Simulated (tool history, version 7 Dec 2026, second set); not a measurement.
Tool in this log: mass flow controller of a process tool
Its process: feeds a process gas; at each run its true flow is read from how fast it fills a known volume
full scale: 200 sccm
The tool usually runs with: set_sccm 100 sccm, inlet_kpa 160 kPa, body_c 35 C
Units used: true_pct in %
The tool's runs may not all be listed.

Run 1, day 0: usual settings. Result: true_pct 98.72 %.
Run 2, day 10.754: usual settings but set_sccm 32 sccm. Result: true_pct 95.47 %.
Run 3, day 20.917: usual settings. Result: true_pct 98.79 %.
Run 4, day 29.367: usual settings but inlet_kpa 254 kPa. Result: true_pct 98.92 %.
Run 5, day 35.171: usual settings but inlet_kpa 254 kPa. Result: true_pct 99.1 %.
Run 6, day 45.221: usual settings. Result: true_pct 98.91 %.
Run 7, day 51.967: usual settings. Result: true_pct 98.94 %.
Run 8, day 60.2: usual settings but body_c 22 C. Result: true_pct 100.64 %.
Run 9, day 74.112: usual settings. Result: true_pct 98.99 %.
Run 10, day 86.533: usual settings but set_sccm 167 sccm, inlet_kpa 212 kPa. Result: true_pct 100.71 %.
Run 11, day 95.729: usual settings but set_sccm 38 sccm, body_c 40 C. Result: true_pct 95.57 %.
Run 12, day 102.158: usual settings but set_sccm 40 sccm, body_c 22 C. Result: true_pct 97.74 %.
Run 13, day 107.871: usual settings but set_sccm 22 sccm, inlet_kpa 212 kPa, body_c 25 C. Result: true_pct 94.68 %.
Run 14, day 117.033: usual settings but set_sccm 140 sccm, inlet_kpa 213 kPa, body_c 24 C. Result: true_pct 101.55 %.
Run 15, day 123.425: usual settings but set_sccm 81 sccm, inlet_kpa 271 kPa. Result: true_pct 98.86 %.
Run 16, day 136.308: usual settings but set_sccm 81 sccm, inlet_kpa 271 kPa, body_c 36 C. Result: true_pct 98.75 %.
Run 17, day 145.562: usual settings but set_sccm 120 sccm, inlet_kpa 210 kPa, body_c 30 C. Result: true_pct 100.58 %.
Run 18, day 154.858: usual settings but set_sccm 120 sccm, inlet_kpa 210 kPa, body_c 30 C. Result: true_pct 100.64 %.

Consider 3 possible next runs. They are alternatives, not a sequence: every one starts from the tool as it was left by run 18. What does each give?
At day 160.817: controller exchanged for a calibrated one.
Run A, day 166.417: usual settings but set_sccm 87 sccm, inlet_kpa 210 kPa, body_c 21 C. Result: true_pct ?.
At day 160.817: controller exchanged for a calibrated one.
Run B, day 166.417: usual settings but set_sccm 43 sccm, inlet_kpa 218 kPa, body_c 24 C. Result: true_pct ?.
At day 160.817: controller exchanged for a calibrated one.
Run C, day 166.417: usual settings but body_c 39 C. Result: true_pct ?.

run  true_pct
  A     98.74
  B     97.78
  C     96.67
Take away the tool's hidden state, keep each run's random variation, and the runs would have read:
run  true_pct
  A     98.78
  B     97.87
  C     96.71
